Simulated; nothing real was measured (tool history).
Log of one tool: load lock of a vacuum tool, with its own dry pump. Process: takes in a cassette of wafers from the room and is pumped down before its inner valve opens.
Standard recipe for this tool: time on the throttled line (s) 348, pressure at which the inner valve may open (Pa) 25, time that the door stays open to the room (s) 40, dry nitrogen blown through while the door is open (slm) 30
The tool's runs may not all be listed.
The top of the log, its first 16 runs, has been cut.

run,hour,time on the throttled line (s),pressure at which the inner valve may open (Pa),time that the door stays open to the room (s),dry nitrogen blown through while the door is open (slm),"incoming humidity of the room's air, %",time from the closed door until the inner valve may open (s),rise of the pressure with all valves shut (Pa/min)
17,3996.2,348,29,40,30,45.7,442.9,0.083
18,4334.0,348,25,40,30,47.7,445.8,0.086
19,4643.3,348,25,40,30,42.1,445.6,0.089
20,4826.8,348,25,40,30,46.1,444.0,0.090
21,4969.3,348,25,40,30,44.2,444.8,0.088
22,5115.0,348,25,50,30,45.2,446.3,0.101
23,5295.2,348,25,50,30,46.9,446.4,0.100
24,5544.4,348,47,40,30,45.6,435.1,0.106
25,5882.9,348,36,40,30,46.6,439.8,0.107
26,6147.3,348,28,40,37,43.6,444.2,0.110

Estimate the outcome of run 27 from the log above:
27,6380.8,348,28,40,37,43.8,?,?

time from the closed door until the inner valve may open (s): 445.4
rise of the pressure with all valves shut (Pa/min): 0.106
Had the tool carried no hidden state, the very same run would have given time from the closed door until the inner valve may open (s) 441.3, rise of the pressure with all valves shut (Pa/min) 0.017.

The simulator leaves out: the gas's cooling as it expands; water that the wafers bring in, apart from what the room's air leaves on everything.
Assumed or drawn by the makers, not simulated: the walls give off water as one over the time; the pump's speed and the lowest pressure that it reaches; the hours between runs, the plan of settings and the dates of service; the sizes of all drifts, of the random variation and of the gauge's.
